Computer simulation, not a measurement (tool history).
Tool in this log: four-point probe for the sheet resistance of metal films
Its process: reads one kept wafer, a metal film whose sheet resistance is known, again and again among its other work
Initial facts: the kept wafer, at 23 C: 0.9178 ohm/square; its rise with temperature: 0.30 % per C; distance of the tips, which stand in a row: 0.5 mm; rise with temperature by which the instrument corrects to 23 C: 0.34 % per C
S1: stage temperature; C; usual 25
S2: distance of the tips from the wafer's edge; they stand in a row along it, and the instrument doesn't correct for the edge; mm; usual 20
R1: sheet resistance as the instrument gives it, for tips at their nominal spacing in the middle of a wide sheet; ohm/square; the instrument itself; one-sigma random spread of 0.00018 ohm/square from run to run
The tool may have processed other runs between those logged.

run,hour,S1,S2,R1
1,0.0,25,20,0.917470
2,27.4,24,20,0.917880
3,62.8,24,20,0.917477
4,108.2,25,20,0.917148
5,141.5,25,20,0.917161
6,186.3,25,20,0.917335
7,210.7,25,20,0.917396
8,238.8,25,20,0.917460
9,273.6,25,3,0.930277
10,325.4,25,3,0.930508
11,372.4,25,3,0.931021
12,417.9,28,20,0.916370
13,447.0,24,20,0.917557
14,488.6,24,20,0.918095
15,526.7,25,7,0.919723
16,582.7,25,7,0.919302
17,618.8,25,7,0.919661
18,672.1,25,7,0.919296
19,710.2,25,20,0.917240
20,753.1,21,20,0.919035
21,779.5,19,20,0.919923
22,805.1,19,20,0.919730
# hour 832.0: stage's thermometer calibrated
23,858.8,21,20,0.918894
24,911.8,25,6,0.920551
25,952.5,20,43,0.918920
26,1000.6,21,11,0.919699
27,1029.5,21,11,0.919774
28,1074.4,30,18,0.915593
29,1109.8,33,19,0.913662
30,1149.2,33,19,0.914508
31,1200.6,33,19,0.914201
32,1231.2,33,19,0.914308
33,1282.6,33,19,0.913699
34,1314.0,23,29,0.917977
35,1348.6,25,3,0.930000
36,1377.6,25,10,0.917937
37,1402.1,24,30,0.917468
38,1451.8,22,17,0.918600
39,1474.6,22,17,0.918590
40,1514.6,22,17,0.918810
41,1547.5,22,17,0.918340

Each row is a separate what-if for the run after 41, all from the same tool condition, not one after another. Results?
A,1596.0,22,7,?
B,1596.0,28,26,?
C,1596.0,18,12,?
D,1596.0,27,20,?
E,1596.0,28,15,?

run,R1
A,0.920759
B,0.915802
C,0.920954
D,0.916596
E,0.916695
With the hidden condition removed and each run's random variation left untouched, the same runs would have given:
run,R1
A,0.920801
B,0.915844
C,0.920996
D,0.916637
E,0.916737

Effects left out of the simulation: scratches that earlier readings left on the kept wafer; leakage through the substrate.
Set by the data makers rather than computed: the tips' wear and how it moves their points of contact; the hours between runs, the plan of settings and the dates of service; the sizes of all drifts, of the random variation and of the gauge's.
